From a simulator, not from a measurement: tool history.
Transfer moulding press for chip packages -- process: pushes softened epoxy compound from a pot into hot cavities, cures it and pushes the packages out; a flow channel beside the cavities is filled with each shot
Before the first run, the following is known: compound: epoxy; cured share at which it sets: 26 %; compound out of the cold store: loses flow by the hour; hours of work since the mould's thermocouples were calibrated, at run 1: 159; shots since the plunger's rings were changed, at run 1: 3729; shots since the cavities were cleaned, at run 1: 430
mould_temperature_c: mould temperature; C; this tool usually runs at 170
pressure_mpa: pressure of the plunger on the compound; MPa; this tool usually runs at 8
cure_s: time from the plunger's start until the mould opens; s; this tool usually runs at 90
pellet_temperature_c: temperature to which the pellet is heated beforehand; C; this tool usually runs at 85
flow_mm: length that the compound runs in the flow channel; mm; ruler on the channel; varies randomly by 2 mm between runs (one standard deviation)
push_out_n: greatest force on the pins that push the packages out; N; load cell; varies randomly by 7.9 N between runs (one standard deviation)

run   hour  mould_temperature_c  pressure_mpa  cure_s  pellet_temperature_c  hours of work since the mould's thermocouples were calibrated  shots since the plunger's rings were changed  shots since the cavities were cleaned  incoming compound's hours out of the cold store  flow_mm  push_out_n
  1      0                  170             8      90                    85                                                            159                                          3729                                    430                                             29.8      682         447
      13.2  -- cavities cleaned with cleaning compound and waxed
  2   24.1                  170             8      90                    85                                                            170                                          3912                                     89                                             13.5      745         462
  3   36.7                  170             8      90                    85                                                            175                                          4014                                    191                                              9.5      761         471
  4   64.6                  170          8.84      90                    85                                                            188                                          4240                                    417                                             22.2      747         457
      80.8  -- cavities cleaned with cleaning compound and waxed
      85.6  -- plunger's sealing rings changed
  5   92.8                  170          8.84      90                    85                                                            199                                            58                                     77                                             36.2      693         446
  6    120                  170             8      90                    85                                                            212                                           278                                    297                                             37.4      657         442
  7  140.8                  170          9.43      90                    85                                                            221                                           447                                    466                                             41.9      697         453
     150.3  -- cavities cleaned with cleaning compound and waxed
  8  159.7                  170          9.43      90                    85                                                            229                                           587                                     75                                             32.8      730         448
  9  184.7                  170          9.43      90                    85                                                            240                                           790                                    278                                             38.7      713         450
 10  203.6                  170          9.26      90                    85                                                            249                                           943                                    431                                               27      749         445
     216.8  -- cavities cleaned with cleaning compound and waxed
 11  227.8                  170          9.26      90                    85                                                            259                                          1128                                     90                                             30.1      736         441
 12  254.2                  170             8      90                    85                                                            272                                          1341                                    303                                             24.2      706         457
 13  270.6                  167             8      90                    85                                                            279                                          1474                                    436                                             35.6      671         514
     284.1  -- cavities cleaned with cleaning compound and waxed
 14  290.3                  169             8      90                    88                                                            287                                          1622                                     50                                              9.6      766         489
 15  306.1                  177          7.48     128                    85                                                            295                                          1750                                    178                                             40.1      614         390
     321.7  -- mould's thermocouples calibrated
 16  321.7                  177          7.48     128                    85                                                              0                                          1859                                    287                                             30.9      640         385
 17  349.1                  174          7.02      73                    84                                                             13                                          2082                                    510                                             15.7      683         520
     352.6  -- cavities cleaned with cleaning compound and waxed
 18  367.7                  174          8.22      94                    84                                                             20                                          2220                                    122                                             31.9      672         422
 19  382.6                  177             8     101                    84                                                             27                                          2341                                    243                                             20.4      698         390

For run 20, what comes out?
 20  402.1                  162          9.89      90                    92                                                             36                                          2499                                    401                                             43.6        ?           ?

{"run 20": {"flow_mm": 728, "push_out_n": 663}}
If the tool had no hidden condition, the same run with the same run-to-run variation would have returned flow_mm 729 mm, push_out_n 656 N.
